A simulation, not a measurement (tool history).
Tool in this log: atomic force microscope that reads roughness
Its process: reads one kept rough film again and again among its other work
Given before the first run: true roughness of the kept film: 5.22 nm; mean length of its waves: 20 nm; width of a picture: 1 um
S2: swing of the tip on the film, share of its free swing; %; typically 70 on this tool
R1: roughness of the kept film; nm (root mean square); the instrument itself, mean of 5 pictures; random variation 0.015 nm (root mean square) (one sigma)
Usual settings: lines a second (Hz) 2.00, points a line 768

Run 1, hour 0.0: usual settings. Result: R1 2.921 nm (root mean square).
Run 2, hour 11.0: usual settings. Result: R1 2.844 nm (root mean square).
Run 3, hour 22.8: usual settings. Result: R1 2.746 nm (root mean square).
Run 4, hour 31.9: usual settings. Result: R1 2.693 nm (root mean square).
Run 5, hour 44.7: usual settings. Result: R1 2.624 nm (root mean square).
Run 6, hour 58.4: usual settings. Result: R1 2.535 nm (root mean square).
Run 7, hour 65.6: usual settings. Result: R1 2.476 nm (root mean square).
Run 8, hour 81.6: usual settings but lines a second (Hz) 1.87. Result: R1 2.411 nm (root mean square).
Run 9, hour 89.8: usual settings. Result: R1 2.327 nm (root mean square).
Run 10, hour 102.5: usual settings. Result: R1 2.315 nm (root mean square).
Run 11, hour 113.4: usual settings. Result: R1 2.224 nm (root mean square).
Run 12, hour 126.6: usual settings but lines a second (Hz) 1.85. Result: R1 2.192 nm (root mean square).
Run 13, hour 136.6: usual settings but lines a second (Hz) 1.85. Result: R1 2.134 nm (root mean square).
At hour 138.3: height scale calibrated on a step standard.
Run 14, hour 153.9: usual settings but lines a second (Hz) 1.85. Result: R1 2.086 nm (root mean square).
Run 15, hour 162.0: usual settings. Result: R1 2.062 nm (root mean square).
Run 16, hour 171.1: usual settings. Result: R1 1.998 nm (root mean square).
Run 17, hour 180.0: usual settings but points a line 418. Result: R1 1.964 nm (root mean square).
Run 18, hour 190.5: usual settings but lines a second (Hz) 1.86, S2 80 %, points a line 412. Result: R1 1.858 nm (root mean square).
At hour 196.4: new tip fitted.
Run 19, hour 202.8: usual settings but lines a second (Hz) 1.86, S2 80 %, points a line 412. Result: R1 3.333 nm (root mean square).
Run 20, hour 213.6: usual settings but lines a second (Hz) 1.86, S2 80 %, points a line 412. Result: R1 3.180 nm (root mean square).
Run 21, hour 228.4: usual settings but lines a second (Hz) 1.16, S2 80 %, points a line 724. Result: R1 3.179 nm (root mean square).
At hour 234.0: height scale calibrated on a step standard, once more.
Run 22, hour 244.8: usual settings but lines a second (Hz) 1.16, S2 80 %, points a line 724. Result: R1 3.030 nm (root mean square).
Run 23, hour 254.0: usual settings but lines a second (Hz) 1.17, points a line 733. Result: R1 3.006 nm (root mean square).
Run 24, hour 267.7: usual settings but lines a second (Hz) 3.20, S2 59 %, points a line 395. Result: R1 2.819 nm (root mean square).
Run 25, hour 277.2: usual settings but lines a second (Hz) 3.20, S2 59 %, points a line 395. Result: R1 2.751 nm (root mean square).
Run 26, hour 289.5: usual settings but lines a second (Hz) 1.25, S2 71 %, points a line 393. Result: R1 2.683 nm (root mean square).
Run 27, hour 305.3: usual settings but lines a second (Hz) 0.82, S2 61 %, points a line 296. Result: R1 2.645 nm (root mean square).
Run 28, hour 318.5: usual settings but lines a second (Hz) 3.05, S2 87 %. Result: R1 2.127 nm (root mean square).
Run 29, hour 327.6: usual settings but lines a second (Hz) 3.05, S2 87 %. Result: R1 2.104 nm (root mean square).
Run 30, hour 337.6: usual settings but lines a second (Hz) 3.71, S2 88 %, points a line 663. Result: R1 1.928 nm (root mean square).
Run 31, hour 348.9: usual settings but lines a second (Hz) 2.47, S2 66 %, points a line 442. Result: R1 2.328 nm (root mean square).
Run 32, hour 355.6: usual settings but lines a second (Hz) 2.76, S2 82 %, points a line 756. Result: R1 2.097 nm (root mean square).

Hidden state or all else? Some run-to-run changes of R1, split into what the settings, what came in and random variation would give without the hidden state, and what is left for the hidden state (with any gauge scatter that isn't in both results):
The hidden state here: radius of the tip, nm; height scale over the true one, %; drift of the gauge itself on roughness_nm, %.
Run 18 -> 19: new tip fitted. R1 +1.475 nm (root mean square): hidden state +1.449, all else +0.026.
Run 21 -> 22: height scale calibrated on a step standard, once more. R1 -0.149 nm (root mean square): hidden state -0.187, all else +0.038.
Run 27 -> 28: lines a second (Hz) 0.82 -> 3.05, S2 61 -> 87, points a line 296 -> 768. R1 -0.518 nm (root mean square): hidden state +0.116, all else -0.634.
Run 30 -> 31: lines a second (Hz) 3.71 -> 2.47, S2 88 -> 66, points a line 663 -> 442. R1 +0.400 nm (root mean square): hidden state -0.278, all else +0.678.
